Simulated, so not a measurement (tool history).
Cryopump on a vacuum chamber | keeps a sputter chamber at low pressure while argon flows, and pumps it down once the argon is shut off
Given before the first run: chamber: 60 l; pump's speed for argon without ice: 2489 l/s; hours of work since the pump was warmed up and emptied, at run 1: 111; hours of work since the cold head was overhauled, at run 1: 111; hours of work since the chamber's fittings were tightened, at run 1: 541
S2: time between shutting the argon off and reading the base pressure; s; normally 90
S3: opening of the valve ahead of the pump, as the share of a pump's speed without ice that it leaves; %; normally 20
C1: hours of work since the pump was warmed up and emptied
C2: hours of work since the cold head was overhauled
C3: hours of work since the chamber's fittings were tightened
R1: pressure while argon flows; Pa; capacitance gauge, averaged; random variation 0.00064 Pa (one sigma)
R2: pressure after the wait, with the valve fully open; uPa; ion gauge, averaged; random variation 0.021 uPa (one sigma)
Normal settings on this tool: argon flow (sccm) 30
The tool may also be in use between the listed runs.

{"run": 1, "hour": 0.0, "argon flow (sccm)": 30, "S2": 90, "S3": 20, "C1": 111, "C2": 111, "C3": 541, "R1": 0.1038, "R2": 0.55}
{"run": 2, "hour": 74.1, "argon flow (sccm)": 30, "S2": 90, "S3": 20, "C1": 162, "C2": 162, "C3": 593, "R1": 0.1069, "R2": 0.61}
{"run": 3, "hour": 145.6, "argon flow (sccm)": 30, "S2": 90, "S3": 18, "C1": 212, "C2": 212, "C3": 643, "R1": 0.117, "R2": 0.59}
{"run": 4, "hour": 214.6, "argon flow (sccm)": 30, "S2": 90, "S3": 18, "C1": 261, "C2": 261, "C3": 691, "R1": 0.1175, "R2": 0.62}
{"run": 5, "hour": 302.1, "argon flow (sccm)": 30, "S2": 90, "S3": 18, "C1": 322, "C2": 322, "C3": 753, "R1": 0.1205, "R2": 0.66}
{"run": 6, "hour": 406.3, "argon flow (sccm)": 30, "S2": 90, "S3": 18, "C1": 395, "C2": 395, "C3": 826, "R1": 0.1235, "R2": 0.77}
{"hour": 480.6, "done": "pump warmed up, emptied and cooled again"}
{"run": 7, "hour": 480.6, "argon flow (sccm)": 53, "S2": 90, "S3": 18, "C1": 0, "C2": 443, "C3": 874, "R1": 0.2015, "R2": 0.57}
{"run": 8, "hour": 545.7, "argon flow (sccm)": 53, "S2": 90, "S3": 18, "C1": 46, "C2": 489, "C3": 920, "R1": 0.2008, "R2": 0.6}
{"run": 9, "hour": 638.1, "argon flow (sccm)": 30, "S2": 90, "S3": 26, "C1": 110, "C2": 554, "C3": 984, "R1": 0.0806, "R2": 0.67}
{"run": 10, "hour": 751.5, "argon flow (sccm)": 30, "S2": 90, "S3": 26, "C1": 190, "C2": 633, "C3": 1064, "R1": 0.0815, "R2": 0.78}
{"run": 11, "hour": 823.4, "argon flow (sccm)": 30, "S2": 90, "S3": 20, "C1": 240, "C2": 683, "C3": 1114, "R1": 0.108, "R2": 0.82}
{"run": 12, "hour": 926.8, "argon flow (sccm)": 30, "S2": 42, "S3": 20, "C1": 312, "C2": 755, "C3": 1186, "R1": 0.1083, "R2": 1.08}
{"run": 13, "hour": 1001.5, "argon flow (sccm)": 30, "S2": 42, "S3": 20, "C1": 364, "C2": 808, "C3": 1238, "R1": 0.1114, "R2": 1.15}
{"run": 14, "hour": 1097.6, "argon flow (sccm)": 30, "S2": 42, "S3": 20, "C1": 432, "C2": 875, "C3": 1306, "R1": 0.1133, "R2": 1.27}
{"hour": 1118.6, "done": "pump warmed up, emptied and cooled again"}
{"run": 15, "hour": 1164.2, "argon flow (sccm)": 30, "S2": 42, "S3": 20, "C1": 32, "C2": 918, "C3": 1349, "R1": 0.1016, "R2": 1.02}
{"hour": 1268.9, "done": "leaking fittings of the chamber tightened, without venting"}
{"run": 16, "hour": 1269.0, "argon flow (sccm)": 30, "S2": 42, "S3": 20, "C1": 104, "C2": 990, "C3": 0, "R1": 0.1036, "R2": 0.55}
{"run": 17, "hour": 1341.5, "argon flow (sccm)": 30, "S2": 42, "S3": 20, "C1": 155, "C2": 1041, "C3": 51, "R1": 0.1056, "R2": 0.58}
{"run": 18, "hour": 1415.8, "argon flow (sccm)": 30, "S2": 106, "S3": 29, "C1": 207, "C2": 1093, "C3": 103, "R1": 0.0744, "R2": 0.38}
{"run": 19, "hour": 1528.5, "argon flow (sccm)": 14, "S2": 45, "S3": 23, "C1": 285, "C2": 1172, "C3": 182, "R1": 0.0443, "R2": 0.64}
{"run": 20, "hour": 1577.6, "argon flow (sccm)": 13, "S2": 45, "S3": 17, "C1": 320, "C2": 1206, "C3": 216, "R1": 0.055, "R2": 0.66}
{"run": 21, "hour": 1682.1, "argon flow (sccm)": 13, "S2": 45, "S3": 17, "C1": 393, "C2": 1279, "C3": 289, "R1": 0.0557, "R2": 0.71}
{"run": 22, "hour": 1749.0, "argon flow (sccm)": 55, "S2": 38, "S3": 31, "C1": 440, "C2": 1326, "C3": 336, "R1": 0.1391, "R2": 0.85}
{"hour": 1762.7, "done": "pump warmed up, emptied and cooled again"}
{"run": 23, "hour": 1867.1, "argon flow (sccm)": 30, "S2": 90, "S3": 32, "C1": 73, "C2": 1405, "C3": 415, "R1": 0.0656, "R2": 0.49}
{"run": 24, "hour": 1971.2, "argon flow (sccm)": 30, "S2": 211, "S3": 20, "C1": 146, "C2": 1478, "C3": 488, "R1": 0.1054, "R2": 0.41}
{"run": 25, "hour": 2042.1, "argon flow (sccm)": 30, "S2": 211, "S3": 20, "C1": 195, "C2": 1527, "C3": 537, "R1": 0.1062, "R2": 0.48}
{"run": 26, "hour": 2094.0, "argon flow (sccm)": 30, "S2": 211, "S3": 23, "C1": 232, "C2": 1564, "C3": 574, "R1": 0.0931, "R2": 0.49}
{"run": 27, "hour": 2151.6, "argon flow (sccm)": 30, "S2": 235, "S3": 39, "C1": 272, "C2": 1604, "C3": 614, "R1": 0.0586, "R2": 0.51}
{"run": 28, "hour": 2253.9, "argon flow (sccm)": 19, "S2": 90, "S3": 21, "C1": 344, "C2": 1676, "C3": 686, "R1": 0.0667, "R2": 0.66}
{"run": 29, "hour": 2366.9, "argon flow (sccm)": 46, "S2": 214, "S3": 40, "C1": 423, "C2": 1755, "C3": 765, "R1": 0.0953, "R2": 0.65}
{"hour": 2405.8, "done": "pump warmed up, emptied and cooled again"}
{"run": 30, "hour": 2473.8, "argon flow (sccm)": 46, "S2": 214, "S3": 40, "C1": 48, "C2": 1826, "C3": 836, "R1": 0.0799, "R2": 0.54}
{"run": 31, "hour": 2575.5, "argon flow (sccm)": 27, "S2": 34, "S3": 28, "C1": 119, "C2": 1897, "C3": 907, "R1": 0.0685, "R2": 0.99}
{"run": 32, "hour": 2628.4, "argon flow (sccm)": 30, "S2": 25, "S3": 23, "C1": 156, "C2": 1934, "C3": 944, "R1": 0.0916, "R2": 1.19}
{"run": 33, "hour": 2739.7, "argon flow (sccm)": 37, "S2": 190, "S3": 16, "C1": 234, "C2": 2012, "C3": 1022, "R1": 0.1621, "R2": 0.65}

Here are 4 independent what-if runs from the current tool condition. What would each one return?
{"run": "A", "hour": 2789.6, "argon flow (sccm)": 47, "S2": 190, "S3": 16, "C1": 269, "C2": 2047, "C3": 1057, "R1": "?", "R2": "?"}
{"run": "B", "hour": 2789.6, "argon flow (sccm)": 37, "S2": 83, "S3": 16, "C1": 269, "C2": 2047, "C3": 1057, "R1": "?", "R2": "?"}
{"run": "C", "hour": 2789.6, "argon flow (sccm)": 54, "S2": 90, "S3": 21, "C1": 269, "C2": 2047, "C3": 1057, "R1": "?", "R2": "?"}
{"run": "D", "hour": 2789.6, "argon flow (sccm)": 55, "S2": 229, "S3": 16, "C1": 269, "C2": 2047, "C3": 1057, "R1": "?", "R2": "?"}

run=A R1=0.2097 R2=0.65
run=B R1=0.1635 R2=0.8
run=C R1=0.1845 R2=0.74
run=D R1=0.2439 R2=0.7
Without the tool's hidden state the same runs would have given:
run=A R1=0.2001 R2=0.18
run=B R1=0.1559 R2=0.32
run=C R1=0.1735 R2=0.27
run=D R1=0.2327 R2=0.21

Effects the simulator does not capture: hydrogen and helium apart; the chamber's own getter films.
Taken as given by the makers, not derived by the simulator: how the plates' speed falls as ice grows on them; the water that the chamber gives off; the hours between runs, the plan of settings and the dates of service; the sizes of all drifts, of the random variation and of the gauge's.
